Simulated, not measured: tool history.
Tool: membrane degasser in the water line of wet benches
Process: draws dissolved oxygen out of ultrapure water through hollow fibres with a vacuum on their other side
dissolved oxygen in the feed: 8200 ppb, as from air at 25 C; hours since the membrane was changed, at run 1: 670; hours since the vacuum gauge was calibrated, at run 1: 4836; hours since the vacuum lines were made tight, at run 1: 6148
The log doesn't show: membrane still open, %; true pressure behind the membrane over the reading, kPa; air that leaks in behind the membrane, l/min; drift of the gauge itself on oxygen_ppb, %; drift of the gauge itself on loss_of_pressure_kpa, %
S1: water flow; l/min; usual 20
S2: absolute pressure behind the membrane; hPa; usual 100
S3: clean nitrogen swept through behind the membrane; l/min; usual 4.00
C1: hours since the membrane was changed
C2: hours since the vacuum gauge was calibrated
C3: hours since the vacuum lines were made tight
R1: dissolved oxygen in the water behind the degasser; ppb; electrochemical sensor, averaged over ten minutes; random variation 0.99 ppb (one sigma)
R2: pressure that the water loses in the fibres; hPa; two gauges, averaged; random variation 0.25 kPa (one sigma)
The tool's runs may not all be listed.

{"run": 1, "hour": 0.0, "S1": 20, "S2": 100, "S3": 4.0, "C1": 670, "C2": 4836, "C3": 6148, "R1": 100.0, "R2": 675.9}
{"run": 2, "hour": 113.4, "S1": 20, "S2": 100, "S3": 4.0, "C1": 784, "C2": 4950, "C3": 6261, "R1": 100.8, "R2": 672.9}
{"run": 3, "hour": 288.8, "S1": 20, "S2": 113, "S3": 4.0, "C1": 959, "C2": 5125, "C3": 6436, "R1": 117.4, "R2": 679.7}
{"hour": 303.8, "done": "seals of the vacuum lines changed"}
{"run": 4, "hour": 518.9, "S1": 20, "S2": 113, "S3": 4.0, "C1": 1187, "C2": 5353, "C3": 215, "R1": 113.3, "R2": 678.5}
{"run": 5, "hour": 704.7, "S1": 20, "S2": 63, "S3": 4.0, "C1": 1373, "C2": 5539, "C3": 401, "R1": 54.0, "R2": 676.9}
{"run": 6, "hour": 844.3, "S1": 20, "S2": 100, "S3": 4.0, "C1": 1513, "C2": 5679, "C3": 540, "R1": 97.3, "R2": 677.7}
{"run": 7, "hour": 1072.8, "S1": 20, "S2": 100, "S3": 4.0, "C1": 1741, "C2": 5907, "C3": 769, "R1": 100.5, "R2": 674.2}
{"run": 8, "hour": 1211.2, "S1": 20, "S2": 100, "S3": 4.0, "C1": 1879, "C2": 6046, "C3": 907, "R1": 99.5, "R2": 681.6}
{"run": 9, "hour": 1397.8, "S1": 20, "S2": 100, "S3": 4.0, "C1": 2066, "C2": 6232, "C3": 1094, "R1": 98.9, "R2": 677.8}
{"run": 10, "hour": 1541.7, "S1": 20, "S2": 100, "S3": 1.66, "C1": 2210, "C2": 6376, "C3": 1238, "R1": 212.6, "R2": 680.1}
{"run": 11, "hour": 1643.0, "S1": 17, "S2": 100, "S3": 1.66, "C1": 2311, "C2": 6477, "C3": 1339, "R1": 175.1, "R2": 582.0}
{"run": 12, "hour": 1811.7, "S1": 17, "S2": 100, "S3": 1.66, "C1": 2480, "C2": 6646, "C3": 1508, "R1": 178.9, "R2": 577.2}
{"run": 13, "hour": 1942.1, "S1": 17, "S2": 100, "S3": 1.66, "C1": 2610, "C2": 6776, "C3": 1638, "R1": 175.3, "R2": 576.8}
{"run": 14, "hour": 2076.3, "S1": 17, "S2": 100, "S3": 1.66, "C1": 2745, "C2": 6911, "C3": 1772, "R1": 176.3, "R2": 578.1}
{"run": 15, "hour": 2186.8, "S1": 17, "S2": 100, "S3": 1.66, "C1": 2855, "C2": 7021, "C3": 1883, "R1": 179.0, "R2": 574.7}
{"hour": 2344.3, "done": "vacuum gauge calibrated"}
{"run": 16, "hour": 2350.1, "S1": 17, "S2": 100, "S3": 4.36, "C1": 3018, "C2": 6, "C3": 2046, "R1": 73.0, "R2": 581.6}
{"run": 17, "hour": 2471.5, "S1": 19, "S2": 117, "S3": 2.82, "C1": 3139, "C2": 127, "C3": 2167, "R1": 146.1, "R2": 648.7}
{"run": 18, "hour": 2640.2, "S1": 19, "S2": 117, "S3": 2.82, "C1": 3308, "C2": 296, "C3": 2336, "R1": 146.3, "R2": 648.8}
{"run": 19, "hour": 2749.4, "S1": 16, "S2": 234, "S3": 6.12, "C1": 3417, "C2": 405, "C3": 2445, "R1": 136.2, "R2": 545.0}
{"run": 20, "hour": 2915.2, "S1": 31, "S2": 234, "S3": 9.44, "C1": 3583, "C2": 571, "C3": 2611, "R1": 218.1, "R2": 1058.0}
{"run": 21, "hour": 3157.9, "S1": 18, "S2": 129, "S3": 4.73, "C1": 3826, "C2": 814, "C3": 2854, "R1": 99.4, "R2": 612.7}
{"run": 22, "hour": 3263.9, "S1": 18, "S2": 129, "S3": 4.73, "C1": 3932, "C2": 920, "C3": 2960, "R1": 99.6, "R2": 617.8}
{"run": 23, "hour": 3476.0, "S1": 18, "S2": 129, "S3": 4.73, "C1": 4144, "C2": 1132, "C3": 3172, "R1": 102.4, "R2": 618.6}
{"run": 24, "hour": 3580.7, "S1": 18, "S2": 129, "S3": 4.73, "C1": 4248, "C2": 1236, "C3": 3276, "R1": 99.1, "R2": 621.7}
{"run": 25, "hour": 3777.2, "S1": 18, "S2": 192, "S3": 2.9, "C1": 4445, "C2": 1433, "C3": 3473, "R1": 245.0, "R2": 616.6}
{"run": 26, "hour": 3921.8, "S1": 28, "S2": 100, "S3": 3.68, "C1": 4590, "C2": 1578, "C3": 3618, "R1": 167.0, "R2": 963.9}
{"run": 27, "hour": 4105.4, "S1": 17, "S2": 216, "S3": 5.05, "C1": 4773, "C2": 1761, "C3": 3801, "R1": 157.7, "R2": 583.7}
{"run": 28, "hour": 4317.9, "S1": 30, "S2": 216, "S3": 5.05, "C1": 4986, "C2": 1974, "C3": 4014, "R1": 313.9, "R2": 1033.4}
{"run": 29, "hour": 4501.6, "S1": 13, "S2": 94, "S3": 4.0, "C1": 5169, "C2": 2157, "C3": 4197, "R1": 54.4, "R2": 449.4}
{"run": 30, "hour": 4662.6, "S1": 13, "S2": 94, "S3": 4.0, "C1": 5330, "C2": 2318, "C3": 4358, "R1": 53.4, "R2": 447.8}
{"run": 31, "hour": 4821.1, "S1": 17, "S2": 112, "S3": 4.0, "C1": 5489, "C2": 2477, "C3": 4517, "R1": 92.6, "R2": 587.2}

How the hidden state differs across the entries between the runs, from the last listed run before each to the first after it:
Between runs 3 and 4: seals of the vacuum lines changed (hour 303.8)
  membrane still open, %: 99.6 -> 99.5; true pressure behind the membrane over the reading, kPa: 0.34 -> 0.35; air that leaks in behind the membrane, l/min: 0.0118 -> 0.0017
  measured less the result without the state, R1: +5.9 -> +4.6 ppb; R2: +3.0 -> +3.5 hPa
Between runs 15 and 16: vacuum gauge calibrated (hour 2344.3)
  true pressure behind the membrane over the reading, kPa: 0.43 -> 0.06; air that leaks in behind the membrane, l/min: 0.0045 -> 0.0048
  measured less the result without the state, R1: +11.2 -> +1.4 ppb; R2: +6.9 -> +7.3 hPa

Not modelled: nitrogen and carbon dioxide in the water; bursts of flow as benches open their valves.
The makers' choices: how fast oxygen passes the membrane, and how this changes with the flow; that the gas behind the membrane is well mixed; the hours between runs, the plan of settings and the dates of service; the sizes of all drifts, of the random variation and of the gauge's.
